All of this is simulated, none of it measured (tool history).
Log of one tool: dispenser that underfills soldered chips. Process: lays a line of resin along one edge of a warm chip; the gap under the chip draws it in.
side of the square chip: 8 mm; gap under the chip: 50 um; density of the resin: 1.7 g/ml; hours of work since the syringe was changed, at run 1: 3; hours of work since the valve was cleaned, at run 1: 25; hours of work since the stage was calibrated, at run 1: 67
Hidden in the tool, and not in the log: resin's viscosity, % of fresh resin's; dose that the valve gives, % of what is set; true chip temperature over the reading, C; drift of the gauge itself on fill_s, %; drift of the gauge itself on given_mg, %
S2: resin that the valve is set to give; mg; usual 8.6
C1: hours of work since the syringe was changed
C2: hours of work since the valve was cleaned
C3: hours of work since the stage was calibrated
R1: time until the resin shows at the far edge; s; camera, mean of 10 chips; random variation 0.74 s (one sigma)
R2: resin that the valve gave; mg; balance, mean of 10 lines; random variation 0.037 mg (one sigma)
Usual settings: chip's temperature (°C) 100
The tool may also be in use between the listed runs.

run 1 day=0 | chip's_temperature_(°C)=100 S2=8.6 | C1=3 C2=25 C3=67 | R1=77.9 R2=8.41
-- day=0.338 new syringe of resin
run 2 day=0.338 | chip's_temperature_(°C)=112 S2=8.6 | C1=0 C2=30 C3=72 | R1=41.5 R2=8.46
run 3 day=0.558 | chip's_temperature_(°C)=112 S2=8.6 | C1=4 C2=34 C3=76 | R1=48.4 R2=8.5
run 4 day=0.833 | chip's_temperature_(°C)=100 S2=9.36 | C1=8 C2=38 C3=80 | R1=91.1 R2=9.25
-- day=0.896 new syringe of resin
run 5 day=1.021 | chip's_temperature_(°C)=100 S2=9.36 | C1=2 C2=41 C3=83 | R1=74.6 R2=9.17
run 6 day=1.171 | chip's_temperature_(°C)=100 S2=8.6 | C1=5 C2=44 C3=86 | R1=82.2 R2=8.43
-- day=1.438 new syringe of resin
run 7 day=1.504 | chip's_temperature_(°C)=100 S2=8.6 | C1=1 C2=49 C3=91 | R1=73.8 R2=8.38
run 8 day=1.654 | chip's_temperature_(°C)=100 S2=8.6 | C1=4 C2=51 C3=93 | R1=79.3 R2=8.37
run 9 day=1.817 | chip's_temperature_(°C)=100 S2=8.6 | C1=6 C2=54 C3=96 | R1=89.5 R2=8.41
run 10 day=1.958 | chip's_temperature_(°C)=107 S2=8.6 | C1=8 C2=56 C3=98 | R1=71.4 R2=8.32
-- day=1.996 new syringe of resin
run 11 day=2.162 | chip's_temperature_(°C)=102 S2=8.6 | C1=3 C2=59 C3=101 | R1=71.8 R2=8.33
run 12 day=2.471 | chip's_temperature_(°C)=100 S2=10.71 | C1=8 C2=64 C3=106 | R1=90.5 R2=10.32
-- day=2.542 new syringe of resin
run 13 day=2.658 | chip's_temperature_(°C)=100 S2=10.71 | C1=2 C2=67 C3=109 | R1=73.2 R2=10.28
run 14 day=2.867 | chip's_temperature_(°C)=103 S2=9.67 | C1=5 C2=71 C3=113 | R1=73.8 R2=9.27
-- day=3.108 new syringe of resin
run 15 day=3.167 | chip's_temperature_(°C)=110 S2=7.89 | C1=1 C2=75 C3=117 | R1=48.7 R2=7.51
run 16 day=3.362 | chip's_temperature_(°C)=103 S2=7.61 | C1=4 C2=79 C3=120 | R1=74.1 R2=7.32
run 17 day=3.525 | chip's_temperature_(°C)=103 S2=7.61 | C1=7 C2=81 C3=123 | R1=82 R2=7.26
-- day=3.675 new syringe of resin
run 18 day=3.712 | chip's_temperature_(°C)=103 S2=9.55 | C1=1 C2=84 C3=126 | R1=64.1 R2=9.13
-- day=3.917 dispensing valve cleaned and set on the balance
run 19 day=3.967 | chip's_temperature_(°C)=113 S2=8.99 | C1=4 C2=1 C3=129 | R1=48.3 R2=8.98
run 20 day=4.138 | chip's_temperature_(°C)=113 S2=8.99 | C1=7 C2=4 C3=132 | R1=52.9 R2=8.91
-- day=4.275 new syringe of resin
run 21 day=4.417 | chip's_temperature_(°C)=113 S2=9.46 | C1=2 C2=8 C3=137 | R1=44.8 R2=9.44
run 22 day=4.629 | chip's_temperature_(°C)=110 S2=10.87 | C1=6 C2=11 C3=140 | R1=56.9 R2=10.79
-- day=4.833 new syringe of resin
run 23 day=4.875 | chip's_temperature_(°C)=110 S2=10.87 | C1=1 C2=15 C3=144 | R1=46.7 R2=10.73

Some steps in R1 between neighbouring runs. How much of each would the tool show without its hidden state too (settings, what came in, random variation), and how much is left for the hidden state, with any gauge scatter that isn't in both results?
Run 1 -> 2: chip's temperature (°C) 100 -> 112, new syringe of resin. R1 -36.4 s: hidden state -9.3, all else -27.1.
Run 3 -> 4: chip's temperature (°C) 112 -> 100, S2 8.6 -> 9.36. R1 +42.7 s: hidden state +17.5, all else +25.2.
Run 12 -> 13: new syringe of resin. R1 -17.3 s: hidden state -17.8, all else +0.5.

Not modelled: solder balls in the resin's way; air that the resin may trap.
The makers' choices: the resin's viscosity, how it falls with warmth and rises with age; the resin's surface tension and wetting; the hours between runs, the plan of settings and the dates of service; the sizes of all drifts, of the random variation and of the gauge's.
